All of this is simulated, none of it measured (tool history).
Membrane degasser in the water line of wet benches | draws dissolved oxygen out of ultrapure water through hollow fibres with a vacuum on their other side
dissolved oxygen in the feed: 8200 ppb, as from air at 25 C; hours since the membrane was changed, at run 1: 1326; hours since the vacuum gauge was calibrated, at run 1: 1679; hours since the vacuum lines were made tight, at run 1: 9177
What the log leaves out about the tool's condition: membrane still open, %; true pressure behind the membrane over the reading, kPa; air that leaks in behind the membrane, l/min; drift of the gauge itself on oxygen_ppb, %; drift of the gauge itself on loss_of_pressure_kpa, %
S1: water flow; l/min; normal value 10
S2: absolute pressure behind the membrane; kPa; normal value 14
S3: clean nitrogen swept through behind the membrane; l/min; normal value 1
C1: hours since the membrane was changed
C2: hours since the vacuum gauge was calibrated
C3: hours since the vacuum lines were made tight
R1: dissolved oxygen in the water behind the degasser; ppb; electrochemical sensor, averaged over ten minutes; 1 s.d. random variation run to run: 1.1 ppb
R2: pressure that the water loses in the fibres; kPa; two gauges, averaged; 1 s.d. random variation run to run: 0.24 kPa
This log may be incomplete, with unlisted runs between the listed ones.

Run 1, hour 0: usual settings; C1 1326; C2 1679; C3 9177. Result: R1 267.2 ppb, R2 63.44 kPa.
Run 2, hour 51.2: usual settings; C1 1377; C2 1731; C3 9228. Result: R1 267.6 ppb, R2 63.22 kPa.
Run 3, hour 104.8: usual settings but S1 7 l/min; C1 1431; C2 1784; C3 9282. Result: R1 197.4 ppb, R2 44.74 kPa.
Run 4, hour 158.6: usual settings but S1 7 l/min; C1 1484; C2 1838; C3 9336. Result: R1 195.7 ppb, R2 44.33 kPa.
Run 5, hour 225.2: usual settings; C1 1551; C2 1905; C3 9402. Result: R1 267.3 ppb, R2 63.39 kPa.
Run 6, hour 277.9: usual settings; C1 1604; C2 1957; C3 9455. Result: R1 269.1 ppb, R2 63.78 kPa.
Run 7, hour 343.7: usual settings; C1 1670; C2 2023; C3 9521. Result: R1 268.6 ppb, R2 63.65 kPa.

Run 8 is up next; what results do you expect?
Run 8, hour 399.9: usual settings but S1 11 l/min, S2 18.1 kPa, S3 0.49 l/min; C1 1726; C2 2079; C3 9577. Result: R1 ?, R2 ?.

Logged for run 8: R1 714.6 ppb, R2 69.85 kPa.
On a tool with no hidden condition, and with the same random variation, this run would have come out at R1 688.9 ppb, R2 69.29 kPa.
